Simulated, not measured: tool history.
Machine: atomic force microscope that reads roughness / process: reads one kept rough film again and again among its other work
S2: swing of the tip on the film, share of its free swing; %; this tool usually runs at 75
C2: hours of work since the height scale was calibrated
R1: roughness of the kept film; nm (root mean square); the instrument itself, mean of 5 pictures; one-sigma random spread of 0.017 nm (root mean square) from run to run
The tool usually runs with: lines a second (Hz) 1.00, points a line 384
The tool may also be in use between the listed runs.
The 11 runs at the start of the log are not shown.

Run 12, hour 66.8: usual settings but S2 82 %; pictures with this tip 110; C2 117. Result: R1 3.826 nm (root mean square).
Run 13, hour 76.1: usual settings; pictures with this tip 123; C2 123. Result: R1 3.912 nm (root mean square).
Run 14, hour 82.5: usual settings; pictures with this tip 132; C2 127. Result: R1 3.890 nm (root mean square).
Run 15, hour 91.3: usual settings but points a line 566; pictures with this tip 144; C2 132. Result: R1 3.833 nm (root mean square).
Run 16, hour 97.2: usual settings but S2 82 %; pictures with this tip 152; C2 136. Result: R1 3.754 nm (root mean square).
Run 17, hour 101.6: usual settings but S2 87 %; pictures with this tip 158; C2 139. Result: R1 3.691 nm (root mean square).
Run 18, hour 110.7: usual settings; pictures with this tip 171; C2 145. Result: R1 3.736 nm (root mean square).
Run 19, hour 115.4: usual settings; pictures with this tip 178; C2 148. Result: R1 3.755 nm (root mean square).
Run 20, hour 119.7: usual settings; pictures with this tip 184; C2 151. Result: R1 3.742 nm (root mean square).
Run 21, hour 124.3: usual settings but lines a second (Hz) 1.38, points a line 275; pictures with this tip 190; C2 154. Result: R1 3.680 nm (root mean square).
Run 22, hour 132.4: usual settings but lines a second (Hz) 1.15, S2 78 %, points a line 521; pictures with this tip 201; C2 159. Result: R1 3.675 nm (root mean square).
Run 23, hour 139.2: usual settings but lines a second (Hz) 1.15, S2 78 %, points a line 521; pictures with this tip 211; C2 163. Result: R1 3.650 nm (root mean square).
Run 24, hour 148.2: usual settings but S2 66 %, points a line 729; pictures with this tip 223; C2 169. Result: R1 3.768 nm (root mean square).
Run 25, hour 154.4: usual settings but S2 66 %, points a line 729; pictures with this tip 232; C2 173. Result: R1 3.732 nm (root mean square).
Run 26, hour 160.1: usual settings but lines a second (Hz) 3.76, S2 66 %, points a line 941; pictures with this tip 240; C2 177. Result: R1 3.472 nm (root mean square).
Run 27, hour 167.7: usual settings but lines a second (Hz) 3.76, S2 66 %, points a line 941; pictures with this tip 250; C2 182. Result: R1 3.451 nm (root mean square).
At hour 174.3: new tip fitted.
Run 28, hour 175.9: usual settings but lines a second (Hz) 0.96, S2 86 %, points a line 369; pictures with this tip 2; C2 186. Result: R1 4.035 nm (root mean square).
Run 29, hour 182.2: usual settings but S2 74 %; pictures with this tip 11; C2 191. Result: R1 4.132 nm (root mean square).

Run 30 is up next; what results do you expect?
Run 30, hour 187.0: usual settings but points a line 341; pictures with this tip 18; C2 194. Result: R1 ?.

Run 30 measured R1 4.122 nm (root mean square).
Had the tool carried no hidden state, the very same run would have given R1 4.187 nm (root mean square).
